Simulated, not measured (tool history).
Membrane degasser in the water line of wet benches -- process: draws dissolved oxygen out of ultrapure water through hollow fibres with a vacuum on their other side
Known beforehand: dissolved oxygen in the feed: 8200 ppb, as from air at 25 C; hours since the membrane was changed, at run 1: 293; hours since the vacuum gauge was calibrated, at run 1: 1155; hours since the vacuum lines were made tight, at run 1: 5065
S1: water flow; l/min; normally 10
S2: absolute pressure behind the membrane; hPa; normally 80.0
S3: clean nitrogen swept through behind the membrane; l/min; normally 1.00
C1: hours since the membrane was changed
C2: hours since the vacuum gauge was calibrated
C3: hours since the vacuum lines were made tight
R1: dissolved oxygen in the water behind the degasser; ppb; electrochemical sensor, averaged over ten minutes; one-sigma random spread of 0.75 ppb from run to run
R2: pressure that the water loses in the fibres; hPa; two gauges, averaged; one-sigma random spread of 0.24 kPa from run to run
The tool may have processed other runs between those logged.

run 1 hour=0.0 | S1=10 S2=80.0 S3=1.00 | C1=293 C2=1155 C3=5065 | R1=125.5 R2=634.8
run 2 hour=250.2 | S1=10 S2=80.0 S3=1.83 | C1=543 C2=1406 C3=5315 | R1=76.4 R2=632.3
-- hour=331.6 seals of the vacuum lines changed
run 3 hour=491.9 | S1=10 S2=80.0 S3=1.00 | C1=783 C2=1645 C3=160 | R1=126.3 R2=630.1
run 4 hour=769.0 | S1=10 S2=80.0 S3=1.00 | C1=1060 C2=1922 C3=437 | R1=126.4 R2=628.3
run 5 hour=987.7 | S1=10 S2=80.0 S3=1.00 | C1=1279 C2=2141 C3=656 | R1=126.4 R2=628.0
run 6 hour=1220.5 | S1=16 S2=80.0 S3=1.00 | C1=1512 C2=2374 C3=889 | R1=220.0 R2=1006.6
run 7 hour=1584.8 | S1=10 S2=80.0 S3=1.00 | C1=1876 C2=2738 C3=1253 | R1=126.8 R2=631.6
run 8 hour=1746.9 | S1=10 S2=80.0 S3=1.00 | C1=2038 C2=2900 C3=1415 | R1=126.6 R2=631.2
run 9 hour=1983.3 | S1=10 S2=80.0 S3=1.00 | C1=2274 C2=3137 C3=1652 | R1=127.2 R2=627.6
run 10 hour=2175.3 | S1=10 S2=80.0 S3=1.00 | C1=2466 C2=3329 C3=1844 | R1=126.7 R2=632.7
run 11 hour=2351.3 | S1=10 S2=80.0 S3=1.00 | C1=2642 C2=3505 C3=2020 | R1=126.7 R2=631.3
run 12 hour=2662.1 | S1=10 S2=80.0 S3=1.00 | C1=2953 C2=3816 C3=2331 | R1=128.5 R2=631.9
run 13 hour=2911.7 | S1=10 S2=80.0 S3=1.00 | C1=3203 C2=4065 C3=2580 | R1=129.0 R2=632.5
run 14 hour=3220.5 | S1=7 S2=72.4 S3=1.00 | C1=3512 C2=4374 C3=2889 | R1=73.0 R2=442.3
run 15 hour=3500.1 | S1=10 S2=177.2 S3=1.00 | C1=3791 C2=4654 C3=3169 | R1=352.8 R2=627.9
run 16 hour=3740.2 | S1=8 S2=59.3 S3=1.86 | C1=4031 C2=4894 C3=3409 | R1=36.0 R2=501.3
-- hour=3826.0 vacuum gauge calibrated
run 17 hour=3942.4 | S1=8 S2=59.3 S3=1.86 | C1=4233 C2=116 C3=3610 | R1=36.3 R2=503.7
run 18 hour=4138.3 | S1=10 S2=131.1 S3=0.99 | C1=4429 C2=312 C3=3806 | R1=250.6 R2=631.6
run 19 hour=4293.9 | S1=10 S2=131.1 S3=0.99 | C1=4584 C2=468 C3=3962 | R1=248.8 R2=633.0
run 20 hour=4557.7 | S1=13 S2=161.0 S3=0.54 | C1=4848 C2=732 C3=4226 | R1=682.1 R2=819.2
-- hour=4754.5 gauge calibrated
run 21 hour=4883.3 | S1=8 S2=141.5 S3=2.62 | C1=5174 C2=1057 C3=4551 | R1=88.6 R2=506.7
run 22 hour=5038.7 | S1=8 S2=141.5 S3=2.62 | C1=5329 C2=1213 C3=4707 | R1=87.9 R2=505.4
run 23 hour=5285.3 | S1=8 S2=89.5 S3=2.47 | C1=5576 C2=1459 C3=4953 | R1=52.3 R2=502.9
run 24 hour=5515.7 | S1=15 S2=99.0 S3=0.54 | C1=5806 C2=1690 C3=5184 | R1=417.0 R2=942.4
-- hour=5740.7 seals of the vacuum lines changed
run 25 hour=5793.4 | S1=15 S2=76.5 S3=2.86 | C1=6082 C2=1965 C3=53 | R1=98.5 R2=941.1

4 options for the next run, each taken on its own from the tool as it stands now. Forecast them:
run A hour=6152.8 | S1=15 S2=64.3 S3=1.03 | C1=6441 C2=2325 C3=412 | R1=? R2=?
run B hour=6152.8 | S1=10 S2=80.0 S3=0.65 | C1=6441 C2=2325 C3=412 | R1=? R2=?
run C hour=6152.8 | S1=14 S2=80.0 S3=1.00 | C1=6441 C2=2325 C3=412 | R1=? R2=?
run D hour=6152.8 | S1=15 S2=76.5 S3=1.51 | C1=6441 C2=2325 C3=412 | R1=? R2=?

run=A R1=148.7 R2=941.2
run=B R1=182.2 R2=630.5
run=C R1=188.2 R2=887.0
run=D R1=145.2 R2=949.7
What these runs would have given with no unlogged condition in the tool:
run=A R1=147.3 R2=940.8
run=B R1=180.5 R2=630.2
run=C R1=186.5 R2=886.6
run=D R1=143.8 R2=949.3
